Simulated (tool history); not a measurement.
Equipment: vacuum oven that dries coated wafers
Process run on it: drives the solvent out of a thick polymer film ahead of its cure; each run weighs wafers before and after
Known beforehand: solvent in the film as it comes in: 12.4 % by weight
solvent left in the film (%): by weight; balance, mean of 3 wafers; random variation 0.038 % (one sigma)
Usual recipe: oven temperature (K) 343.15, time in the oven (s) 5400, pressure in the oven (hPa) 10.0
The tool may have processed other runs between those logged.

run 1 day=0.000 | oven_temperature_(K)=343.15 time_in_the_oven_(s)=5400 pressure_in_the_oven_(hPa)=10.0 | solvent_left_in_the_film_(%)=1.23
run 2 day=0.808 | oven_temperature_(K)=343.15 time_in_the_oven_(s)=5400 pressure_in_the_oven_(hPa)=10.0 | solvent_left_in_the_film_(%)=1.19
run 3 day=1.788 | oven_temperature_(K)=344.15 time_in_the_oven_(s)=5400 pressure_in_the_oven_(hPa)=10.0 | solvent_left_in_the_film_(%)=1.10
run 4 day=3.304 | oven_temperature_(K)=355.15 time_in_the_oven_(s)=5400 pressure_in_the_oven_(hPa)=10.0 | solvent_left_in_the_film_(%)=0.35
run 5 day=4.150 | oven_temperature_(K)=355.15 time_in_the_oven_(s)=5520 pressure_in_the_oven_(hPa)=10.0 | solvent_left_in_the_film_(%)=0.30
run 6 day=5.854 | oven_temperature_(K)=355.15 time_in_the_oven_(s)=5520 pressure_in_the_oven_(hPa)=10.0 | solvent_left_in_the_film_(%)=0.40
run 7 day=6.842 | oven_temperature_(K)=355.15 time_in_the_oven_(s)=5520 pressure_in_the_oven_(hPa)=10.0 | solvent_left_in_the_film_(%)=0.33
-- day=8.100 oven's thermocouples calibrated
run 8 day=8.100 | oven_temperature_(K)=343.15 time_in_the_oven_(s)=5400 pressure_in_the_oven_(hPa)=10.4 | solvent_left_in_the_film_(%)=1.02
run 9 day=8.971 | oven_temperature_(K)=343.15 time_in_the_oven_(s)=7920 pressure_in_the_oven_(hPa)=10.4 | solvent_left_in_the_film_(%)=0.62
-- day=9.167 vacuum gauge cleaned of residue and calibrated
run 10 day=9.983 | oven_temperature_(K)=343.15 time_in_the_oven_(s)=7920 pressure_in_the_oven_(hPa)=10.4 | solvent_left_in_the_film_(%)=0.56
run 11 day=11.367 | oven_temperature_(K)=343.15 time_in_the_oven_(s)=7920 pressure_in_the_oven_(hPa)=10.4 | solvent_left_in_the_film_(%)=0.58
-- day=12.121 vacuum gauge cleaned of residue and calibrated, once more
run 12 day=13.242 | oven_temperature_(K)=343.15 time_in_the_oven_(s)=7920 pressure_in_the_oven_(hPa)=10.4 | solvent_left_in_the_film_(%)=0.61
run 13 day=14.475 | oven_temperature_(K)=343.15 time_in_the_oven_(s)=7920 pressure_in_the_oven_(hPa)=10.4 | solvent_left_in_the_film_(%)=0.55
run 14 day=16.112 | oven_temperature_(K)=332.15 time_in_the_oven_(s)=2880 pressure_in_the_oven_(hPa)=10.0 | solvent_left_in_the_film_(%)=4.94
run 15 day=17.408 | oven_temperature_(K)=347.15 time_in_the_oven_(s)=5400 pressure_in_the_oven_(hPa)=20.7 | solvent_left_in_the_film_(%)=1.03
run 16 day=18.162 | oven_temperature_(K)=337.15 time_in_the_oven_(s)=5400 pressure_in_the_oven_(hPa)=10.0 | solvent_left_in_the_film_(%)=1.96
run 17 day=19.042 | oven_temperature_(K)=356.15 time_in_the_oven_(s)=5400 pressure_in_the_oven_(hPa)=16.6 | solvent_left_in_the_film_(%)=0.41
run 18 day=20.867 | oven_temperature_(K)=356.15 time_in_the_oven_(s)=5400 pressure_in_the_oven_(hPa)=16.6 | solvent_left_in_the_film_(%)=0.45
run 19 day=22.362 | oven_temperature_(K)=356.15 time_in_the_oven_(s)=5400 pressure_in_the_oven_(hPa)=16.6 | solvent_left_in_the_film_(%)=0.37
run 20 day=23.817 | oven_temperature_(K)=356.15 time_in_the_oven_(s)=5400 pressure_in_the_oven_(hPa)=16.6 | solvent_left_in_the_film_(%)=0.47
run 21 day=25.312 | oven_temperature_(K)=343.15 time_in_the_oven_(s)=5400 pressure_in_the_oven_(hPa)=9.2 | solvent_left_in_the_film_(%)=1.01
run 22 day=26.962 | oven_temperature_(K)=345.15 time_in_the_oven_(s)=5400 pressure_in_the_oven_(hPa)=7.2 | solvent_left_in_the_film_(%)=0.73
run 23 day=28.029 | oven_temperature_(K)=345.15 time_in_the_oven_(s)=5400 pressure_in_the_oven_(hPa)=7.2 | solvent_left_in_the_film_(%)=0.74

What if the next run were any one of these 4? Each begins from the tool's condition after run 23:
run A day=29.746 | oven_temperature_(K)=348.15 time_in_the_oven_(s)=5400 pressure_in_the_oven_(hPa)=7.2 | solvent_left_in_the_film_(%)=?
run B day=29.746 | oven_temperature_(K)=344.15 time_in_the_oven_(s)=3600 pressure_in_the_oven_(hPa)=24.2 | solvent_left_in_the_film_(%)=?
run C day=29.746 | oven_temperature_(K)=340.15 time_in_the_oven_(s)=5400 pressure_in_the_oven_(hPa)=7.2 | solvent_left_in_the_film_(%)=?
run D day=29.746 | oven_temperature_(K)=345.15 time_in_the_oven_(s)=5160 pressure_in_the_oven_(hPa)=7.9 | solvent_left_in_the_film_(%)=?

run=A solvent_left_in_the_film_(%)=0.53
run=B solvent_left_in_the_film_(%)=2.32
run=C solvent_left_in_the_film_(%)=1.44
run=D solvent_left_in_the_film_(%)=0.91
Without the tool's unlogged condition, the same runs would have read:
run=A solvent_left_in_the_film_(%)=0.48
run=B solvent_left_in_the_film_(%)=2.19
run=C solvent_left_in_the_film_(%)=1.34
run=D solvent_left_in_the_film_(%)=0.83
